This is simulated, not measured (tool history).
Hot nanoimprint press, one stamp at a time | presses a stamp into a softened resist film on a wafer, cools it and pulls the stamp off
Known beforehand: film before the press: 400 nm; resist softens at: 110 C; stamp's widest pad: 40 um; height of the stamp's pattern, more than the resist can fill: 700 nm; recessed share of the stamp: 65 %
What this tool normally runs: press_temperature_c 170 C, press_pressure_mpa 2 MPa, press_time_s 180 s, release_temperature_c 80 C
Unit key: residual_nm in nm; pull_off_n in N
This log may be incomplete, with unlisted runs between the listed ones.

run 1 hour=0 | press_temperature_c=170 press_pressure_mpa=2 press_time_s=180 release_temperature_c=80 | residual_nm=189.7 pull_off_n=108
run 2 hour=8.6 | press_temperature_c=166 press_pressure_mpa=2 press_time_s=180 release_temperature_c=80 | residual_nm=217.4 pull_off_n=111
run 3 hour=18.4 | press_temperature_c=166 press_pressure_mpa=2 press_time_s=180 release_temperature_c=80 | residual_nm=216.5 pull_off_n=108
run 4 hour=27.3 | press_temperature_c=166 press_pressure_mpa=2 press_time_s=180 release_temperature_c=80 | residual_nm=217.7 pull_off_n=110
run 5 hour=37.7 | press_temperature_c=166 press_pressure_mpa=2 press_time_s=180 release_temperature_c=80 | residual_nm=216.9 pull_off_n=111
run 6 hour=43.5 | press_temperature_c=170 press_pressure_mpa=2 press_time_s=283 release_temperature_c=80 | residual_nm=165 pull_off_n=112
run 7 hour=52.3 | press_temperature_c=170 press_pressure_mpa=2 press_time_s=180 release_temperature_c=80 | residual_nm=190 pull_off_n=113
run 8 hour=61.2 | press_temperature_c=170 press_pressure_mpa=2 press_time_s=180 release_temperature_c=80 | residual_nm=191 pull_off_n=114
-- hour=68 plate thermocouple calibrated
run 9 hour=73.8 | press_temperature_c=170 press_pressure_mpa=2 press_time_s=180 release_temperature_c=80 | residual_nm=187.2 pull_off_n=115
run 10 hour=83.6 | press_temperature_c=170 press_pressure_mpa=2 press_time_s=180 release_temperature_c=80 | residual_nm=187.5 pull_off_n=113
run 11 hour=88.1 | press_temperature_c=170 press_pressure_mpa=2 press_time_s=180 release_temperature_c=80 | residual_nm=187.6 pull_off_n=113
-- hour=100.6 stamp cleaned and given a new release coat
run 12 hour=102.5 | press_temperature_c=170 press_pressure_mpa=2 press_time_s=165 release_temperature_c=80 | residual_nm=192.3 pull_off_n=92
run 13 hour=112.9 | press_temperature_c=170 press_pressure_mpa=2 press_time_s=180 release_temperature_c=80 | residual_nm=187.4 pull_off_n=94
run 14 hour=122.8 | press_temperature_c=170 press_pressure_mpa=2.31 press_time_s=180 release_temperature_c=74 | residual_nm=172.8 pull_off_n=110
run 15 hour=128.3 | press_temperature_c=170 press_pressure_mpa=2.31 press_time_s=180 release_temperature_c=74 | residual_nm=172.9 pull_off_n=108
run 16 hour=139.5 | press_temperature_c=170 press_pressure_mpa=2.31 press_time_s=180 release_temperature_c=74 | residual_nm=174 pull_off_n=111

Run 17 is up next; what results do you expect?
run 17 hour=144.1 | press_temperature_c=180 press_pressure_mpa=1.59 press_time_s=237 release_temperature_c=73 | residual_nm=? pull_off_n=?

residual_nm: 142.2 nm
pull_off_n: 114 N
Had the tool carried no hidden state, the very same run would have given residual_nm 139.9 nm, pull_off_n 109 N.
